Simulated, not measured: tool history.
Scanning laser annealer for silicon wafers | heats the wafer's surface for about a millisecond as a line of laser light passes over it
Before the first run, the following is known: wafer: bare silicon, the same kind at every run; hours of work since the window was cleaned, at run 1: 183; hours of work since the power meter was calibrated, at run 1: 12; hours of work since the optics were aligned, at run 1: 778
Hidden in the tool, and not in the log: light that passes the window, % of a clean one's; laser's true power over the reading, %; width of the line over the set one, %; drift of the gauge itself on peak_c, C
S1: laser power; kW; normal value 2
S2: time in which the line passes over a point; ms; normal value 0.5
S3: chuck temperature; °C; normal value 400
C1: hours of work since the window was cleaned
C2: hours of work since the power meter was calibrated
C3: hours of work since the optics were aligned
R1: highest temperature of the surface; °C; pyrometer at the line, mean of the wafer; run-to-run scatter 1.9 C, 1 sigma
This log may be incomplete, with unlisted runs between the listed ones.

run 1 day=0 | S1=2 S2=0.5 S3=400 | C1=183 C2=12 C3=778 | R1=1158
run 2 day=0.367 | S1=2 S2=0.5 S3=427 | C1=187 C2=16 C3=782 | R1=1184
run 3 day=0.896 | S1=2 S2=0.355 S3=400 | C1=193 C2=22 C3=787 | R1=1029
run 4 day=1.329 | S1=1.9 S2=0.5 S3=400 | C1=197 C2=26 C3=792 | R1=1117
run 5 day=1.942 | S1=1.9 S2=0.5 S3=400 | C1=203 C2=32 C3=798 | R1=1115
run 6 day=2.412 | S1=1.9 S2=0.5 S3=400 | C1=208 C2=37 C3=803 | R1=1118
run 7 day=2.667 | S1=1.9 S2=0.5 S3=400 | C1=210 C2=39 C3=805 | R1=1120
run 8 day=3.196 | S1=2 S2=0.5 S3=400 | C1=216 C2=45 C3=810 | R1=1159

Run 9, settings as shown, results not yet in. Your forecast:
run 9 day=3.496 | S1=2 S2=0.5 S3=400 | C1=219 C2=48 C3=813 | R1=?

Run 9 measured R1 1158 °C.
Without the tool's hidden state the same run would have given R1 1160 °C.
